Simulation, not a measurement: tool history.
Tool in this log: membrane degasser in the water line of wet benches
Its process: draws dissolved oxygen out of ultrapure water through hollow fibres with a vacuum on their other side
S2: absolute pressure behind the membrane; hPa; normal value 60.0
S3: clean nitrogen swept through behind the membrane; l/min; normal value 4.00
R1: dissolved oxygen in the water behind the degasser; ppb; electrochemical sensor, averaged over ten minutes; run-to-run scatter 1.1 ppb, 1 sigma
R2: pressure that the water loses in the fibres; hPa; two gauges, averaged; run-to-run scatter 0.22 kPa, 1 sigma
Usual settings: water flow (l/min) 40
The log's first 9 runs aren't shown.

{"run": 10, "hour": 919.4, "water flow (l/min)": 40, "S2": 60.0, "S3": 4.0, "R1": 105.8, "R2": 545.8}
{"run": 11, "hour": 1001.0, "water flow (l/min)": 40, "S2": 148.4, "S3": 4.0, "R1": 306.7, "R2": 548.7}
{"run": 12, "hour": 1085.5, "water flow (l/min)": 40, "S2": 103.7, "S3": 4.0, "R1": 203.5, "R2": 542.2}
{"run": 13, "hour": 1172.4, "water flow (l/min)": 40, "S2": 103.7, "S3": 4.0, "R1": 203.0, "R2": 547.3}
{"run": 14, "hour": 1261.9, "water flow (l/min)": 40, "S2": 103.7, "S3": 4.0, "R1": 208.2, "R2": 543.5}
{"run": 15, "hour": 1351.8, "water flow (l/min)": 40, "S2": 103.7, "S3": 4.0, "R1": 209.6, "R2": 541.5}
{"run": 16, "hour": 1495.4, "water flow (l/min)": 40, "S2": 103.7, "S3": 4.0, "R1": 208.3, "R2": 545.4}
{"run": 17, "hour": 1569.2, "water flow (l/min)": 40, "S2": 103.7, "S3": 4.0, "R1": 206.9, "R2": 545.5}
{"run": 18, "hour": 1678.0, "water flow (l/min)": 40, "S2": 103.7, "S3": 4.3, "R1": 193.5, "R2": 547.4}
{"run": 19, "hour": 1811.4, "water flow (l/min)": 54, "S2": 44.0, "S3": 4.0, "R1": 115.8, "R2": 738.3}
{"run": 20, "hour": 1888.2, "water flow (l/min)": 54, "S2": 44.0, "S3": 4.0, "R1": 113.9, "R2": 738.3}
{"run": 21, "hour": 1951.9, "water flow (l/min)": 54, "S2": 87.4, "S3": 10.76, "R1": 143.0, "R2": 740.1}
{"run": 22, "hour": 2053.7, "water flow (l/min)": 29, "S2": 78.4, "S3": 2.84, "R1": 131.9, "R2": 397.6}
{"run": 23, "hour": 2130.1, "water flow (l/min)": 29, "S2": 136.2, "S3": 8.03, "R1": 110.9, "R2": 398.8}
{"run": 24, "hour": 2218.3, "water flow (l/min)": 29, "S2": 136.2, "S3": 8.03, "R1": 110.5, "R2": 397.1}
{"run": 25, "hour": 2285.1, "water flow (l/min)": 29, "S2": 136.2, "S3": 8.03, "R1": 112.1, "R2": 393.9}
{"run": 26, "hour": 2427.5, "water flow (l/min)": 37, "S2": 121.1, "S3": 4.0, "R1": 226.1, "R2": 507.8}
{"run": 27, "hour": 2566.9, "water flow (l/min)": 37, "S2": 121.1, "S3": 4.0, "R1": 223.8, "R2": 506.5}
{"run": 28, "hour": 2668.2, "water flow (l/min)": 37, "S2": 121.1, "S3": 4.0, "R1": 235.2, "R2": 504.6}
{"run": 29, "hour": 2804.0, "water flow (l/min)": 36, "S2": 137.0, "S3": 4.0, "R1": 248.8, "R2": 491.7}
{"run": 30, "hour": 2911.3, "water flow (l/min)": 33, "S2": 43.4, "S3": 2.36, "R1": 65.0, "R2": 453.3}
{"run": 31, "hour": 2977.6, "water flow (l/min)": 33, "S2": 43.4, "S3": 2.36, "R1": 65.9, "R2": 455.2}
{"run": 32, "hour": 3076.3, "water flow (l/min)": 33, "S2": 43.4, "S3": 2.36, "R1": 66.6, "R2": 458.9}

Each row is a separate what-if for the run after 32, all from the same tool condition, not one after another. Results?
{"run": "A", "hour": 3158.4, "water flow (l/min)": 33, "S2": 43.4, "S3": 2.69, "R1": "?", "R2": "?"}
{"run": "B", "hour": 3158.4, "water flow (l/min)": 33, "S2": 43.4, "S3": 4.08, "R1": "?", "R2": "?"}
{"run": "C", "hour": 3158.4, "water flow (l/min)": 58, "S2": 46.3, "S3": 4.0, "R1": "?", "R2": "?"}
{"run": "D", "hour": 3158.4, "water flow (l/min)": 32, "S2": 98.3, "S3": 6.86, "R1": "?", "R2": "?"}

run=A R1=61.3 R2=449.2
run=B R1=50.2 R2=456.5
run=C R1=140.8 R2=794.6
run=D R1=101.4 R2=439.9
With no hidden state in the tool, these same runs would have given:
run=A R1=54.7 R2=441.2
run=B R1=44.9 R2=448.4
run=C R1=129.3 R2=780.4
run=D R1=96.1 R2=432.0

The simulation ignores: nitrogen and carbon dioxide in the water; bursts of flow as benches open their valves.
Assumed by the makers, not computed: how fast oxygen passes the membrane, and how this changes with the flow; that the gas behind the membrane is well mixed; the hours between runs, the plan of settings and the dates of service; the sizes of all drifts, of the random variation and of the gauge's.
